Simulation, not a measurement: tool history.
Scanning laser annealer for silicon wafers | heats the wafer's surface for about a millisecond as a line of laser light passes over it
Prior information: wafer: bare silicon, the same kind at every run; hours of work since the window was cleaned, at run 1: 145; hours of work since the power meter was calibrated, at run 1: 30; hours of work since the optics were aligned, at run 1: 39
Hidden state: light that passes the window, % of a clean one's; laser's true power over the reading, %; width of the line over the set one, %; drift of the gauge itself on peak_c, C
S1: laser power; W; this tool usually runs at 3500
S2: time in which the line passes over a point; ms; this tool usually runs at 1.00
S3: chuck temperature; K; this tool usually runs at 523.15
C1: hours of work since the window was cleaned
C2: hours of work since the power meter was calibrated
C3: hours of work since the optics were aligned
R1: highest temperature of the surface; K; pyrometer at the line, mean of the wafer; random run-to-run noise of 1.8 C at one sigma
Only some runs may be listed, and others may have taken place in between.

Run 1, hour 0.0: usual settings; C1 145; C2 30; C3 39. Result: R1 1331.15 K.
Run 2, hour 11.1: usual settings; C1 151; C2 35; C3 44. Result: R1 1335.15 K.
Run 3, hour 26.0: usual settings; C1 158; C2 42; C3 51. Result: R1 1333.15 K.
Run 4, hour 34.6: usual settings; C1 162; C2 46; C3 55. Result: R1 1332.15 K.
Run 5, hour 48.6: usual settings; C1 168; C2 53; C3 62. Result: R1 1335.15 K.
Run 6, hour 56.5: usual settings; C1 172; C2 57; C3 66. Result: R1 1333.15 K.
Run 7, hour 69.3: usual settings but S2 0.82 ms; C1 178; C2 63; C3 72. Result: R1 1262.15 K.
Run 8, hour 79.5: usual settings but S2 0.87 ms; C1 183; C2 68; C3 76. Result: R1 1282.15 K.
Run 9, hour 95.3: usual settings but S2 0.81 ms; C1 190; C2 75; C3 84. Result: R1 1258.15 K.
Run 10, hour 106.3: usual settings but S2 0.81 ms; C1 196; C2 80; C3 89. Result: R1 1257.15 K.
Run 11, hour 120.0: usual settings but S2 0.81 ms; C1 202; C2 87; C3 96. Result: R1 1257.15 K.
At hour 123.4: window over the wafer cleaned.
Run 12, hour 130.4: usual settings but S1 3847 W, S2 0.81 ms; C1 3; C2 91; C3 100. Result: R1 1328.15 K.
Run 13, hour 143.3: usual settings but S1 3064 W, S2 0.81 ms; C1 9; C2 97; C3 106. Result: R1 1145.15 K.
Run 14, hour 154.5: usual settings but S1 3773 W, S2 0.92 ms, S3 520.15 K; C1 15; C2 102; C3 111. Result: R1 1356.15 K.
Run 15, hour 165.6: usual settings but S1 3773 W, S2 0.92 ms, S3 520.15 K; C1 20; C2 108; C3 116. Result: R1 1352.15 K.
Run 16, hour 180.3: usual settings but S1 3727 W, S2 0.71 ms, S3 528.15 K; C1 27; C2 115; C3 123. Result: R1 1258.15 K.
Run 17, hour 188.3: usual settings but S1 3632 W, S2 0.83 ms, S3 535.15 K; C1 31; C2 118; C3 127. Result: R1 1298.15 K.
At hour 195.6: window over the wafer cleaned, once more.
Run 18, hour 204.9: usual settings but S1 3021 W, S2 1.02 ms, S3 533.15 K; C1 4; C2 125; C3 134. Result: R1 1232.15 K.
Run 19, hour 217.5: usual settings but S1 3021 W, S2 1.02 ms, S3 533.15 K; C1 10; C2 131; C3 140. Result: R1 1233.15 K.

Consider 3 possible next runs. They are alternatives, not a sequence: every one starts from the tool as it was left by run 19. What does each give?
Run A, hour 225.4: usual settings but S1 3531 W, S2 0.93 ms, S3 489.15 K; C1 14; C2 135; C3 144. Result: R1 ?.
Run B, hour 225.4: usual settings but S2 0.94 ms; C1 14; C2 135; C3 144. Result: R1 ?.
Run C, hour 225.4: usual settings but S1 3021 W, S2 0.87 ms, S3 533.15 K; C1 14; C2 135; C3 144. Result: R1 ?.

run       R1
  A  1289.15
  B  1320.15
  C  1185.15
Had the tool no hidden state, the same runs would have come out as:
run       R1
  A  1296.15
  B  1327.15
  C  1191.15
